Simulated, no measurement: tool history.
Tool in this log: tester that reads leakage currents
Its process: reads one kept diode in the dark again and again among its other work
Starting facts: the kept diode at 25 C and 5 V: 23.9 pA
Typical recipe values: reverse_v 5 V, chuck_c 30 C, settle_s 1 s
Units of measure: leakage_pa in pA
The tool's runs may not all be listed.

Run 1, hour 0: usual settings. Result: leakage_pa 37.68 pA.
Run 2, hour 160.7: usual settings. Result: leakage_pa 37.58 pA.
Run 3, hour 256.5: usual settings. Result: leakage_pa 37.78 pA.
Run 4, hour 373.4: usual settings. Result: leakage_pa 37.66 pA.
Run 5, hour 540.4: usual settings. Result: leakage_pa 37.74 pA.
Run 6, hour 673.9: usual settings. Result: leakage_pa 37.78 pA.
At hour 730.1: chuck's temperature calibrated.
Run 7, hour 807.7: usual settings. Result: leakage_pa 37.79 pA.
Run 8, hour 909.4: usual settings. Result: leakage_pa 37.57 pA.
Run 9, hour 1055.2: usual settings. Result: leakage_pa 37.68 pA.
Run 10, hour 1224.3: usual settings but settle_s 9.84 s. Result: leakage_pa 36.13 pA.
Run 11, hour 1352.5: usual settings but settle_s 9.84 s. Result: leakage_pa 36.22 pA.
Run 12, hour 1525.4: usual settings but settle_s 9.84 s. Result: leakage_pa 36.21 pA.
Run 13, hour 1616.4: usual settings but settle_s 9.84 s. Result: leakage_pa 36.24 pA.
Run 14, hour 1740: usual settings but settle_s 0.53 s. Result: leakage_pa 39.11 pA.
Run 15, hour 1847.6: usual settings but chuck_c 43 C. Result: leakage_pa 98.69 pA.
Run 16, hour 1921.9: usual settings but chuck_c 43 C. Result: leakage_pa 98.32 pA.
Run 17, hour 2043.2: usual settings but chuck_c 23 C. Result: leakage_pa 22.11 pA.
At hour 2059.5: chuck's temperature calibrated.
Run 18, hour 2190.9: usual settings but chuck_c 23 C. Result: leakage_pa 22.04 pA.
Run 19, hour 2372.2: usual settings but chuck_c 23 C. Result: leakage_pa 21.88 pA.
Run 20, hour 2529.3: usual settings but reverse_v 4.16 V, chuck_c 23 C. Result: leakage_pa 20.16 pA.
Run 21, hour 2638.5: usual settings but reverse_v 1.76 V, chuck_c 23 C. Result: leakage_pa 12.68 pA.
Run 22, hour 2792.6: usual settings but reverse_v 18.82 V, settle_s 1.02 s. Result: leakage_pa 76.08 pA.
Run 23, hour 2950.4: usual settings but reverse_v 3.49 V, chuck_c 23 C, settle_s 1.02 s. Result: leakage_pa 18.18 pA.
Run 24, hour 3071: usual settings but chuck_c 37 C. Result: leakage_pa 63.62 pA.
Run 25, hour 3226: usual settings but chuck_c 37 C. Result: leakage_pa 63.68 pA.
At hour 3386.2: chuck's temperature calibrated.
Run 26, hour 3392.1: usual settings but chuck_c 35 C, settle_s 0.67 s. Result: leakage_pa 56.33 pA.
Run 27, hour 3530.2: usual settings but reverse_v 1.36 V, chuck_c 48 C, settle_s 0.75 s. Result: leakage_pa 73.2 pA.
Run 28, hour 3698.8: usual settings but reverse_v 1.36 V, chuck_c 48 C, settle_s 0.75 s. Result: leakage_pa 73.77 pA.
Run 29, hour 3862: usual settings but reverse_v 1.36 V, chuck_c 48 C, settle_s 0.75 s. Result: leakage_pa 73.58 pA.
Run 30, hour 4022.5: usual settings but reverse_v 1.48 V, chuck_c 48 C, settle_s 0.75 s. Result: leakage_pa 76.4 pA.
Run 31, hour 4104: usual settings but reverse_v 1.48 V, chuck_c 48 C, settle_s 0.75 s. Result: leakage_pa 76.29 pA.
Run 32, hour 4206.8: usual settings but reverse_v 3.27 V, chuck_c 41 C, settle_s 0.67 s. Result: leakage_pa 69.16 pA.
Run 33, hour 4371: usual settings but reverse_v 3.27 V, chuck_c 29 C, settle_s 0.5 s. Result: leakage_pa 28.87 pA.
Run 34, hour 4535: usual settings but reverse_v 6.54 V, chuck_c 27 C. Result: leakage_pa 34.49 pA.
Run 35, hour 4681.8: usual settings but reverse_v 6.93 V, settle_s 0.8 s. Result: leakage_pa 45.41 pA.
At hour 4708.7: chuck's temperature calibrated.
Run 36, hour 4829.3: usual settings but reverse_v 6.93 V, settle_s 0.8 s. Result: leakage_pa 45.15 pA.
Run 37, hour 4976.5: usual settings but reverse_v 6.93 V, settle_s 0.8 s. Result: leakage_pa 45.17 pA.
Run 38, hour 5111.2: usual settings but reverse_v 6.93 V, settle_s 0.8 s. Result: leakage_pa 45.29 pA.
Run 39, hour 5211.7: usual settings but reverse_v 4.77 V, chuck_c 48 C, settle_s 0.44 s. Result: leakage_pa 140.27 pA.

3 options for the next run, each taken on its own from the tool as it stands now. Forecast them:
Run A, hour 5284.5: usual settings but chuck_c 59 C. Result: leakage_pa ?.
Run B, hour 5284.5: usual settings but chuck_c 38 C, settle_s 9.53 s. Result: leakage_pa ?.
Run C, hour 5284.5: usual settings but settle_s 0.33 s. Result: leakage_pa ?.

run  leakage_pa
  A      298.32
  B       67.04
  C       41.14
Stripped of hidden state, with their random variation kept, the same runs would have yielded:
run  leakage_pa
  A       298.2
  B       66.99
  C        41.1

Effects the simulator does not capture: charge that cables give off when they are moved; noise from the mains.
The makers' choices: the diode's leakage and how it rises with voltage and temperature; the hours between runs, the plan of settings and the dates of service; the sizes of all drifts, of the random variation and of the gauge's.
